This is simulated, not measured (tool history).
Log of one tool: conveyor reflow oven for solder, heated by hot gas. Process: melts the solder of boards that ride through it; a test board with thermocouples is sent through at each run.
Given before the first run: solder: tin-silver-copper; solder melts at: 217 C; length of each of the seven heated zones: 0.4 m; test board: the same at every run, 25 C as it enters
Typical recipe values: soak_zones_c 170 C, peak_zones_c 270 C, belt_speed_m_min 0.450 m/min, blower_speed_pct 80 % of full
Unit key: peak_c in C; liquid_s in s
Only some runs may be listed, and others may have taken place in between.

Run 1, hour 0.0: usual settings. Result: peak_c 258.0 C, liquid_s 84.7 s.
Run 2, hour 81.6: usual settings. Result: peak_c 258.1 C, liquid_s 84.6 s.
Run 3, hour 118.9: usual settings. Result: peak_c 257.7 C, liquid_s 84.7 s.
Run 4, hour 195.7: usual settings but peak_zones_c 282 C. Result: peak_c 268.5 C, liquid_s 92.6 s.
Run 5, hour 267.0: usual settings but peak_zones_c 271 C. Result: peak_c 259.1 C, liquid_s 86.0 s.
Run 6, hour 336.3: usual settings but peak_zones_c 271 C. Result: peak_c 258.7 C, liquid_s 85.8 s.
Run 7, hour 404.9: usual settings but peak_zones_c 271 C. Result: peak_c 258.7 C, liquid_s 85.6 s.
Run 8, hour 487.1: usual settings but peak_zones_c 271 C. Result: peak_c 258.8 C, liquid_s 85.2 s.
Run 9, hour 530.7: usual settings but soak_zones_c 181 C. Result: peak_c 259.5 C, liquid_s 91.2 s.
Run 10, hour 596.8: usual settings but soak_zones_c 181 C. Result: peak_c 259.6 C, liquid_s 90.9 s.
Run 11, hour 677.3: usual settings but soak_zones_c 178 C, peak_zones_c 266 C, belt_speed_m_min 0.410 m/min. Result: peak_c 257.4 C, liquid_s 97.7 s.
At hour 710.5: flux residue cleaned out of gas plates and filters.
Run 12, hour 726.1: usual settings but soak_zones_c 178 C, peak_zones_c 266 C, belt_speed_m_min 0.403 m/min, blower_speed_pct 74 % of full. Result: peak_c 256.6 C, liquid_s 98.5 s.
Run 13, hour 786.6: usual settings but soak_zones_c 178 C, peak_zones_c 266 C, belt_speed_m_min 0.403 m/min, blower_speed_pct 74 % of full. Result: peak_c 256.7 C, liquid_s 98.9 s.
Run 14, hour 838.9: usual settings but peak_zones_c 261 C. Result: peak_c 249.5 C, liquid_s 77.8 s.
Run 15, hour 922.1: usual settings but soak_zones_c 157 C, blower_speed_pct 60 % of full. Result: peak_c 250.9 C, liquid_s 70.8 s.
Run 16, hour 955.7: usual settings but soak_zones_c 164 C, blower_speed_pct 58 % of full. Result: peak_c 251.2 C, liquid_s 73.9 s.
Run 17, hour 998.1: usual settings but soak_zones_c 182 C, peak_zones_c 263 C, belt_speed_m_min 0.391 m/min, blower_speed_pct 90 % of full. Result: peak_c 256.9 C, liquid_s 105.8 s.
Run 18, hour 1073.5: usual settings but soak_zones_c 182 C, peak_zones_c 263 C, belt_speed_m_min 0.391 m/min, blower_speed_pct 90 % of full. Result: peak_c 257.1 C, liquid_s 105.5 s.
Run 19, hour 1151.5: usual settings but soak_zones_c 167 C. Result: peak_c 257.3 C, liquid_s 82.8 s.
Run 20, hour 1191.1: usual settings but belt_speed_m_min 0.400 m/min, blower_speed_pct 57 % of full. Result: peak_c 255.9 C, liquid_s 92.8 s.

Predict each of these 3 candidate next runs independently; none follows another, all start after run 20:
Run A, hour 1258.4: usual settings but soak_zones_c 180 C, belt_speed_m_min 0.522 m/min, blower_speed_pct 71 % of full. Result: peak_c ?, liquid_s ?.
Run B, hour 1258.4: usual settings but peak_zones_c 263 C, blower_speed_pct 59 % of full. Result: peak_c ?, liquid_s ?.
Run C, hour 1258.4: usual settings but peak_zones_c 285 C, belt_speed_m_min 0.435 m/min, blower_speed_pct 82 % of full. Result: peak_c ?, liquid_s ?.

run  peak_c  liquid_s
  A   253.3      71.6
  B   246.7      71.7
  C   273.0      98.3
Without the tool's unlogged condition, the same runs would have read:
run  peak_c  liquid_s
  A   253.4      71.7
  B   246.8      71.8
  C   273.1      98.4

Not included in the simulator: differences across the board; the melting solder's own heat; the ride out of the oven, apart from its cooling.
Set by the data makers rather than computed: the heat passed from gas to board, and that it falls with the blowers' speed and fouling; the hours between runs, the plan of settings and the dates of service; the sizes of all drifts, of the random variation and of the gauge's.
